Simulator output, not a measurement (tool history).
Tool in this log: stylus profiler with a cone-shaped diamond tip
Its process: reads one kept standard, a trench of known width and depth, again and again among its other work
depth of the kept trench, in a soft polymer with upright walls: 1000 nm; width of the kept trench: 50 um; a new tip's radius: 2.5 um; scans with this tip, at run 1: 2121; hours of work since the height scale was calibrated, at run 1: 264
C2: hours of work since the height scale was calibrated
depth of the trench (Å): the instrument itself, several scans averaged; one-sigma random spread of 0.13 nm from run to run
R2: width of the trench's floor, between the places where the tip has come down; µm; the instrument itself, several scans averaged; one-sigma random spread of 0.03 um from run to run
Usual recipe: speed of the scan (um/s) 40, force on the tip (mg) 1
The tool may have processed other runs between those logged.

run 1 hour=0 | speed_of_the_scan_(um/s)=40 force_on_the_tip_(mg)=1 | scans_with_this_tip=2121 C2=264 | depth_of_the_trench_(Å)=10089.2 R2=45.71
run 2 hour=40.9 | speed_of_the_scan_(um/s)=40 force_on_the_tip_(mg)=1 | scans_with_this_tip=2312 C2=288 | depth_of_the_trench_(Å)=10094.1 R2=45.69
run 3 hour=77.5 | speed_of_the_scan_(um/s)=40 force_on_the_tip_(mg)=1 | scans_with_this_tip=2484 C2=309 | depth_of_the_trench_(Å)=10094.5 R2=45.64
run 4 hour=138.8 | speed_of_the_scan_(um/s)=40 force_on_the_tip_(mg)=1 | scans_with_this_tip=2771 C2=345 | depth_of_the_trench_(Å)=10090.6 R2=45.72
run 5 hour=190.8 | speed_of_the_scan_(um/s)=40 force_on_the_tip_(mg)=1 | scans_with_this_tip=3015 C2=375 | depth_of_the_trench_(Å)=10093 R2=45.62
run 6 hour=227.2 | speed_of_the_scan_(um/s)=40 force_on_the_tip_(mg)=0.46 | scans_with_this_tip=3185 C2=396 | depth_of_the_trench_(Å)=10054.3 R2=45.5
run 7 hour=297 | speed_of_the_scan_(um/s)=40 force_on_the_tip_(mg)=0.46 | scans_with_this_tip=3513 C2=437 | depth_of_the_trench_(Å)=10053.5 R2=45.51
run 8 hour=355.4 | speed_of_the_scan_(um/s)=40 force_on_the_tip_(mg)=1 | scans_with_this_tip=3787 C2=471 | depth_of_the_trench_(Å)=10095 R2=45.67
run 9 hour=412.4 | speed_of_the_scan_(um/s)=40 force_on_the_tip_(mg)=1 | scans_with_this_tip=4053 C2=504 | depth_of_the_trench_(Å)=10094.9 R2=45.67
run 10 hour=484.1 | speed_of_the_scan_(um/s)=40 force_on_the_tip_(mg)=1 | scans_with_this_tip=4390 C2=546 | depth_of_the_trench_(Å)=10094.2 R2=45.64
run 11 hour=550.6 | speed_of_the_scan_(um/s)=40 force_on_the_tip_(mg)=1 | scans_with_this_tip=4701 C2=585 | depth_of_the_trench_(Å)=10093.1 R2=45.67
run 12 hour=606.6 | speed_of_the_scan_(um/s)=80 force_on_the_tip_(mg)=1 | scans_with_this_tip=4964 C2=618 | depth_of_the_trench_(Å)=10093.3 R2=45.3
run 13 hour=671.1 | speed_of_the_scan_(um/s)=40 force_on_the_tip_(mg)=1 | scans_with_this_tip=5266 C2=655 | depth_of_the_trench_(Å)=10093.5 R2=45.64
run 14 hour=713.3 | speed_of_the_scan_(um/s)=21 force_on_the_tip_(mg)=1 | scans_with_this_tip=5464 C2=680 | depth_of_the_trench_(Å)=10092.8 R2=45.81
run 15 hour=747.4 | speed_of_the_scan_(um/s)=21 force_on_the_tip_(mg)=1 | scans_with_this_tip=5624 C2=700 | depth_of_the_trench_(Å)=10093.7 R2=45.77
run 16 hour=811.8 | speed_of_the_scan_(um/s)=40 force_on_the_tip_(mg)=0.88 | scans_with_this_tip=5926 C2=737 | depth_of_the_trench_(Å)=10085.2 R2=45.62
run 17 hour=862.6 | speed_of_the_scan_(um/s)=40 force_on_the_tip_(mg)=0.88 | scans_with_this_tip=6164 C2=767 | depth_of_the_trench_(Å)=10088.4 R2=45.66
run 18 hour=908.1 | speed_of_the_scan_(um/s)=40 force_on_the_tip_(mg)=1.55 | scans_with_this_tip=6377 C2=794 | depth_of_the_trench_(Å)=10127.1 R2=45.67
run 19 hour=951.3 | speed_of_the_scan_(um/s)=11 force_on_the_tip_(mg)=1 | scans_with_this_tip=6579 C2=819 | depth_of_the_trench_(Å)=10092.2 R2=45.91
run 20 hour=997 | speed_of_the_scan_(um/s)=11 force_on_the_tip_(mg)=1 | scans_with_this_tip=6794 C2=845 | depth_of_the_trench_(Å)=10093 R2=45.92
run 21 hour=1047.2 | speed_of_the_scan_(um/s)=11 force_on_the_tip_(mg)=1 | scans_with_this_tip=7029 C2=875 | depth_of_the_trench_(Å)=10094.2 R2=45.88
run 22 hour=1083.4 | speed_of_the_scan_(um/s)=65 force_on_the_tip_(mg)=0.77 | scans_with_this_tip=7199 C2=896 | depth_of_the_trench_(Å)=10080.7 R2=45.45
run 23 hour=1158.9 | speed_of_the_scan_(um/s)=63 force_on_the_tip_(mg)=0.83 | scans_with_this_tip=7553 C2=940 | depth_of_the_trench_(Å)=10085.1 R2=45.4
run 24 hour=1203.6 | speed_of_the_scan_(um/s)=63 force_on_the_tip_(mg)=0.83 | scans_with_this_tip=7762 C2=966 | depth_of_the_trench_(Å)=10083.2 R2=45.43
run 25 hour=1238.2 | speed_of_the_scan_(um/s)=63 force_on_the_tip_(mg)=0.83 | scans_with_this_tip=7925 C2=986 | depth_of_the_trench_(Å)=10084.3 R2=45.47
run 26 hour=1284.2 | speed_of_the_scan_(um/s)=63 force_on_the_tip_(mg)=0.83 | scans_with_this_tip=8140 C2=1013 | depth_of_the_trench_(Å)=10084.4 R2=45.44
run 27 hour=1335.9 | speed_of_the_scan_(um/s)=63 force_on_the_tip_(mg)=0.83 | scans_with_this_tip=8382 C2=1043 | depth_of_the_trench_(Å)=10082.7 R2=45.46
run 28 hour=1367.8 | speed_of_the_scan_(um/s)=32 force_on_the_tip_(mg)=2.95 | scans_with_this_tip=8532 C2=1062 | depth_of_the_trench_(Å)=10194.1 R2=45.77
-- hour=1395.3 height scale calibrated on a step standard
run 29 hour=1443.8 | speed_of_the_scan_(um/s)=32 force_on_the_tip_(mg)=2.95 | scans_with_this_tip=8886 C2=28 | depth_of_the_trench_(Å)=10193.5 R2=45.87

Forecast run 30:
run 30 hour=1481.1 | speed_of_the_scan_(um/s)=15 force_on_the_tip_(mg)=0.49 | scans_with_this_tip=9061 C2=50 | depth_of_the_trench_(Å)=? R2=?

{"run 30": {"depth of the trench (Å)": 10056.7, "R2": 45.8}}
With no hidden state in the tool, this same run would have given depth of the trench (Å) 10056.7, R2 45.82 µm.
